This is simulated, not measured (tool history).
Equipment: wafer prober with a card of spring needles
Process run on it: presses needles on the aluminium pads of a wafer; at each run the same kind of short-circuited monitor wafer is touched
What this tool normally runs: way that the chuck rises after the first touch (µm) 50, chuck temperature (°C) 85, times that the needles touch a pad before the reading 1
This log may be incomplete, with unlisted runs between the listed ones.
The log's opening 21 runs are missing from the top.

run	day	way that the chuck rises after the first touch (µm)	chuck temperature (°C)	times that the needles touch a pad before the reading	touches since the tips were cleaned	cleanings since the card got new needles	touches since the first contact's height was set	resistance of one needle with its contact and lead (mohm)	way that a needle slides on the pad (µm)
# day 11.900: height of the first contact set anew
# day 12.021: tips cleaned on abrasive film
# day 12.508: tips cleaned on abrasive film
22	12.508	50	116	3	0	64	6489	223	9.23
# day 13.025: tips cleaned on abrasive film
23	13.321	49	32	3	3213	65	15292	204	9.06
# day 13.546: tips cleaned on abrasive film
24	13.829	49	32	3	3057	66	20732	207	9.03
# day 14.042: tips cleaned on abrasive film
25	14.475	49	32	3	4723	67	27706	201	9.02
# day 14.554: tips cleaned on abrasive film
26	15.008	31	58	1	4943	68	33427	224	5.73
# day 15.054: tips cleaned on abrasive film
# day 15.554: tips cleaned on abrasive film
27	15.642	31	58	1	963	70	40218	226	5.68
28	16.017	31	58	1	5000	70	44255	227	5.69
# day 16.088: tips cleaned on abrasive film
# day 16.583: tips cleaned on abrasive film
29	16.783	31	58	1	2156	72	52476	226	5.67
# day 17.108: tips cleaned on abrasive film
30	17.358	31	58	1	2718	73	58683	228	5.68
# day 17.396: gauge calibrated
# day 17.629: tips cleaned on abrasive film
# day 18.121: tips cleaned on abrasive film
31	18.138	57	85	1	185	75	67037	212	10.66

3 options for the next run, each taken on its own from the tool as it stands now. Forecast them:
# day 18.621: tips cleaned on abrasive film
A	18.621	50	85	1	2	76	72211	?	?
# day 18.621: tips cleaned on abrasive film
B	18.621	35	85	1	2	76	72211	?	?
# day 18.621: tips cleaned on abrasive film
C	18.621	46	85	1	2	76	72211	?	?

run	resistance of one needle with its contact and lead (mohm)	way that a needle slides on the pad (µm)
A	216	9.34
B	223	6.51
C	218	8.60
Stripped of hidden state, with their random variation kept, the same runs would have yielded:
run	resistance of one needle with its contact and lead (mohm)	way that a needle slides on the pad (µm)
A	216	9.37
B	223	6.53
C	217	8.63
